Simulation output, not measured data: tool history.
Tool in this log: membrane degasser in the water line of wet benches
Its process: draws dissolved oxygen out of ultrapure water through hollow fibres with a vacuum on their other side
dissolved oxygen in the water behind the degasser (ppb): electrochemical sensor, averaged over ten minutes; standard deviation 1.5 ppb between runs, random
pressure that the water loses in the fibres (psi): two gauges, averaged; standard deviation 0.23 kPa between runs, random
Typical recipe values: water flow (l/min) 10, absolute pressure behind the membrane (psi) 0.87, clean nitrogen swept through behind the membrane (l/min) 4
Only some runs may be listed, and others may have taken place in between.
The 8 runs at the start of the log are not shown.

run    hour  water flow (l/min)  absolute pressure behind the membrane (psi)  clean nitrogen swept through behind the membrane (l/min)  hours since the membrane was changed  hours since the vacuum gauge was calibrated  hours since the vacuum lines were made tight  dissolved oxygen in the water behind the degasser (ppb)  pressure that the water loses in the fibres (psi)
  9    1646                  10                                        1.959                                                         4                                  1799                                         2566                                          1276                                                    186.2                                              8.564
 10  1853.5                  10                                        1.539                                                         4                                  2006                                         2774                                          1484                                                    169.5                                              8.463
 11  2100.8                   7                                        1.539                                                         4                                  2254                                         3021                                          1731                                                     58.5                                              5.961
 12  2316.5                   7                                        1.539                                                         4                                  2469                                         3237                                          1947                                                     58.2                                              5.945
 13  2526.9                   7                                        1.539                                                      2.03                                  2680                                         3447                                          2157                                                     89.5                                               5.96
 14  2694.8                  10                                        0.935                                                         4                                  2848                                         3615                                          2325                                                    147.5                                              8.589
 15  2902.8                  10                                        0.935                                                         4                                  3056                                         3823                                          2533                                                    145.3                                               8.54
 16  3151.9                  10                                        0.935                                                         4                                  3305                                         4072                                          2782                                                    143.1                                              8.608
 17  3331.1                  10                                        0.935                                                       3.2                                  3484                                         4251                                          2961                                                    150.4                                              8.589
 18  3494.1                  10                                        0.838                                                      4.79                                  3647                                         4414                                          3124                                                    136.2                                              8.615
 19  3743.3                  11                                        0.896                                                      8.15                                  3896                                         4664                                          3373                                                    187.1                                              9.467
 20  3946.4                   9                                        1.128                                                      6.44                                  4099                                         4867                                          3576                                                    100.3                                              7.745
 21  4072.8                   7                                        0.741                                                      3.17                                  4226                                         4993                                          3703                                                     37.3                                              6.089
 22  4200.1                   7                                        0.643                                                      3.17                                  4353                                         5120                                          3830                                                     32.2                                               5.99
 23  4334.8                   8                                        0.643                                                      2.37                                  4488                                         5255                                          3965                                                     60.9                                              6.898
 24  4581.7                   8                                        0.754                                                      3.62                                  4735                                         5502                                          4212                                                     61.5                                              6.857
 25  4738.4                   8                                        0.754                                                      3.62                                  4891                                         5659                                          4368                                                     61.1                                              6.844
 26  4984.3                   8                                        0.754                                                      3.62                                  5137                                         5905                                          4614                                                     61.2                                               6.87
 27  5236.4                   8                                        1.374                                                      3.62                                  5389                                         6157                                          4867                                                     85.8                                              6.872
 28    5427                   8                                        1.374                                                      3.62                                  5580                                         6347                                          5057                                                     83.9                                              6.939
 29  5645.1                  14                                        0.654                                                      6.08                                  5798                                         6565                                          5275                                                    378.9                                             12.041
     5848.4  -- seals of the vacuum lines changed
 30  5873.5                  14                                        0.654                                                      6.08                                  6024                                         6792                                            25                                                    381.4                                             12.038
     5939.7  -- vacuum gauge calibrated
 31  6167.7                  14                                        0.654                                                      6.08                                  6318                                          228                                           319                                                    376.6                                             12.093
 32  6363.8                  10                                        0.756                                                      5.08                                  6514                                          424                                           515                                                    136.3                                              8.647

Here are 4 independent what-if runs from the current tool condition. What would each one return?
  A  6592.4                  10                                        0.756                                                      7.93                                  6743                                          653                                           744                                                        ?                                                  ?
  B  6592.4                  13                                        2.126                                                      2.18                                  6743                                          653                                           744                                                        ?                                                  ?
  C  6592.4                  11                                         0.87                                                         4                                  6743                                          653                                           744                                                        ?                                                  ?
  D  6592.4                   9                                        0.889                                                      9.65                                  6743                                          653                                           744                                                        ?                                                  ?

run  dissolved oxygen in the water behind the degasser (ppb)  pressure that the water loses in the fibres (psi)
  A                                                    133.7                                              8.647
  B                                                    445.9                                             11.203
  C                                                    195.1                                              9.506
  D                                                     88.9                                              7.829
Had the tool no hidden state, the same runs would have come out as:
run  dissolved oxygen in the water behind the degasser (ppb)  pressure that the water loses in the fibres (psi)
  A                                                    133.3                                              8.482
  B                                                    445.2                                             10.988
  C                                                    194.7                                              9.324
  D                                                     88.6                                               7.68

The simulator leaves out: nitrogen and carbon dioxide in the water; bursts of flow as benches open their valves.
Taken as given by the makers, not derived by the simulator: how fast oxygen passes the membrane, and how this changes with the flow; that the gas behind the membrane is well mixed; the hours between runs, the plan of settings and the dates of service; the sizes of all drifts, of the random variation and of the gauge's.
